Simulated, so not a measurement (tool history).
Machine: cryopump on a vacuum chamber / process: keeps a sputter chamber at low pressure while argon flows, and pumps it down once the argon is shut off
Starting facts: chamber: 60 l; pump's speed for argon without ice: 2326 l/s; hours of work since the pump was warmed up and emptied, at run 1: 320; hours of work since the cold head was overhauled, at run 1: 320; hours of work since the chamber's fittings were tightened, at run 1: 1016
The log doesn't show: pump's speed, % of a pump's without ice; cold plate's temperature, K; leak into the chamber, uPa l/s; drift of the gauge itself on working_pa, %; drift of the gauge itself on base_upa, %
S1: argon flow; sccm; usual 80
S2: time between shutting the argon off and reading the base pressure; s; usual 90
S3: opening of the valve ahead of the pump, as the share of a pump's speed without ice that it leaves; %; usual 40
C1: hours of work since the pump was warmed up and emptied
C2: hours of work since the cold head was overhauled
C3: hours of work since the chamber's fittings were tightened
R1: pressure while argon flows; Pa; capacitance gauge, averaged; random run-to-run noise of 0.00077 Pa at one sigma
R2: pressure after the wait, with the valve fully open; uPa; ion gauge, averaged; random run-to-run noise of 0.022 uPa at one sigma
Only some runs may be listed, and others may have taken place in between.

run	day	S1	S2	S3	C1	C2	C3	R1	R2
1	0	80	90	40	320	320	1016	0.1521	1.37
2	5.017	80	90	40	382	382	1078	0.1518	1.44
3	10.333	80	90	40	447	447	1143	0.1533	1.51
4	13.388	80	90	40	485	485	1181	0.1544	1.55
5	16.271	80	90	18	521	521	1217	0.3328	1.59
6	19.825	80	90	18	565	565	1261	0.3345	1.63
7	22.892	80	90	40	603	603	1299	0.1556	1.64
8	27.088	80	90	40	654	654	1351	0.1569	1.67
# day 31.196: pump warmed up, emptied and cooled again
9	31.196	80	90	40	0	703	1399	0.1461	1.56
10	34.117	80	90	16	36	739	1435	0.3646	1.54
11	39.425	88	90	40	102	804	1501	0.1618	1.59
12	43.646	80	90	40	154	857	1553	0.1484	1.66
13	45.979	80	90	40	183	885	1582	0.1492	1.73
14	50.392	80	90	40	237	940	1636	0.1505	1.79
15	54.25	80	90	40	285	988	1684	0.1501	1.8
16	57.896	80	90	58	330	1033	1729	0.1069	1.92
17	61.792	80	90	58	378	1081	1777	0.1076	1.98
18	66.129	104	68	20	432	1134	1831	0.3873	2.16
19	70.742	116	90	40	489	1191	1888	0.2241	2
20	74.662	116	90	40	537	1240	1936	0.2263	2.06
21	78.912	146	59	40	590	1292	1989	0.2866	2.49
22	81.1	66	246	39	617	1320	2016	0.1316	1.8
23	83.783	126	246	29	650	1353	2049	0.3364	1.83
# day 88.321: pump warmed up, emptied and cooled again
24	88.738	126	246	29	5	1411	2108	0.3172	1.65
# day 91.871: leaking fittings of the chamber tightened, without venting
25	92.904	108	231	35	56	1462	13	0.2267	0.38
26	96.938	112	34	31	106	1512	63	0.2675	1.63
27	99.329	112	34	31	135	1541	92	0.266	1.69
28	101.825	112	34	31	166	1572	123	0.2666	1.75
29	106.679	54	90	26	226	1632	183	0.1542	0.85
30	108.938	78	169	27	254	1660	211	0.216	0.61
31	112.358	84	169	50	296	1702	253	0.1285	0.59
32	116.562	75	90	37	348	1754	305	0.1526	0.9
33	121.196	58	152	40	405	1812	363	0.1111	0.72

For some of the steps in R1 from one run to the next: how much would appear even if the tool had no hidden state, given the settings, what came in and random variation, and how much remains for the hidden state plus any gauge scatter that the measured result and the result without hidden state don't share?
Run 8 -> 9: pump warmed up, emptied and cooled again. R1 -0.0108 Pa: hidden state -0.0117, all else +0.0009.
Run 9 -> 10: S3 40 -> 16. R1 +0.2185 Pa: hidden state +0.0006, all else +0.2179.
Run 17 -> 18: S1 80 -> 104, S2 90 -> 68, S3 58 -> 20. R1 +0.2797 Pa: hidden state +0.0034, all else +0.2763.
Run 21 -> 22: S1 146 -> 66, S2 59 -> 246, S3 40 -> 39. R1 -0.155 Pa: hidden state -0.011, all else -0.144.
Run 22 -> 23: S1 66 -> 126, S3 39 -> 29. R1 +0.2048 Pa: hidden state +0.0102, all else +0.1946.
Run 23 -> 24: pump warmed up, emptied and cooled again. R1 -0.0192 Pa: hidden state -0.0182, all else -0.001.
